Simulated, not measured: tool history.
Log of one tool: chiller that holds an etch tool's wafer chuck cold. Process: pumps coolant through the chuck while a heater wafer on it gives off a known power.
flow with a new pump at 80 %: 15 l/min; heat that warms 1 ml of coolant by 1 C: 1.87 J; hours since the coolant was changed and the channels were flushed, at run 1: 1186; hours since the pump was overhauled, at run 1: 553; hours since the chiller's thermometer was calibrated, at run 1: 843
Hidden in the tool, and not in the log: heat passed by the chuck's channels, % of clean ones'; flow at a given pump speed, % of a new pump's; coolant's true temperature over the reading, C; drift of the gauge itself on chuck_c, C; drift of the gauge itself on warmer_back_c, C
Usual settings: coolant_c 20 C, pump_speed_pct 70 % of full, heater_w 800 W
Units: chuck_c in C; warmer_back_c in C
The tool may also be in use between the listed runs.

run    hour  coolant_c  pump_speed_pct  heater_w  hours since the coolant was changed and the channels were flushed  hours since the pump was overhauled  hours since the chiller's thermometer was calibrated  chuck_c  warmer_back_c
  1       0         20              70       800                                                               1186                                  553                                                   843     30.2           1.98
  2    59.4         20              70       800                                                               1245                                  612                                                   902     30.2           1.97
  3     162         25              70       800                                                               1348                                  715                                                  1005     35.3              2
  4   242.3         25              70       800                                                               1428                                  795                                                  1085     35.3           1.98
  5   337.9         11              70       800                                                               1524                                  890                                                  1181     21.2           1.98
  6   429.1         11              70       800                                                               1615                                  982                                                  1272     21.2           2.04
  7   530.2         11              70       800                                                               1716                                 1083                                                  1373     21.2           2.02
  8   601.4         11              70       800                                                               1787                                 1154                                                  1444     21.2           1.98
  9   701.6         11              70       800                                                               1888                                 1254                                                  1545     21.4           1.99
 10   764.2         20              70       800                                                               1950                                 1317                                                  1607     30.4           1.96
 11     848         20              70       800                                                               2034                                 1401                                                  1691     30.3           1.99
 12   927.2         20              70       800                                                               2113                                 1480                                                  1770     30.2              2
 13   996.2         28              64       852                                                               2182                                 1549                                                  1839       40           2.35
 14  1048.4         12              85       800                                                               2234                                 1601                                                  1891     20.5           1.59
 15  1141.4         16              68       516                                                               2327                                 1694                                                  1984     22.7           1.33
 16  1210.7         14              71       516                                                               2397                                 1763                                                  2054     20.4           1.27
 17  1290.2         24              79       427                                                               2476                                 1843                                                  2133     28.6           0.93
 18  1388.6         19              70       800                                                               2574                                 1941                                                  2231     29.3           2.02
 19  1457.5         20              78       442                                                               2643                                 2010                                                  2300     24.9           0.98
 20  1553.5         16              70       800                                                               2739                                 2106                                                  2396     26.6           2.03
     1585.4  -- chiller's thermometer calibrated
 21  1619.5         20              80       800                                                               2804                                 2171                                                    34     29.7           1.71

Some steps in chuck_c between neighbouring runs. How much of each would the tool show without its hidden state too (settings, what came in, random variation), and how much is left for the hidden state, with any gauge scatter that isn't in both results?
Run 4 -> 5: coolant_c 25 -> 11. chuck_c -14.1 C: hidden state -0.1, all else -14.
Run 13 -> 14: coolant_c 28 -> 12, pump_speed_pct 64 -> 85, heater_w 852 -> 800. chuck_c -19.5 C: hidden state -0.3, all else -19.2.
Run 17 -> 18: coolant_c 24 -> 19, pump_speed_pct 79 -> 70, heater_w 427 -> 800. chuck_c +0.7 C: hidden state +0.4, all else +0.3.
Run 19 -> 20: coolant_c 20 -> 16, pump_speed_pct 78 -> 70, heater_w 442 -> 800. chuck_c +1.7 C: hidden state +0.4, all else +1.3.
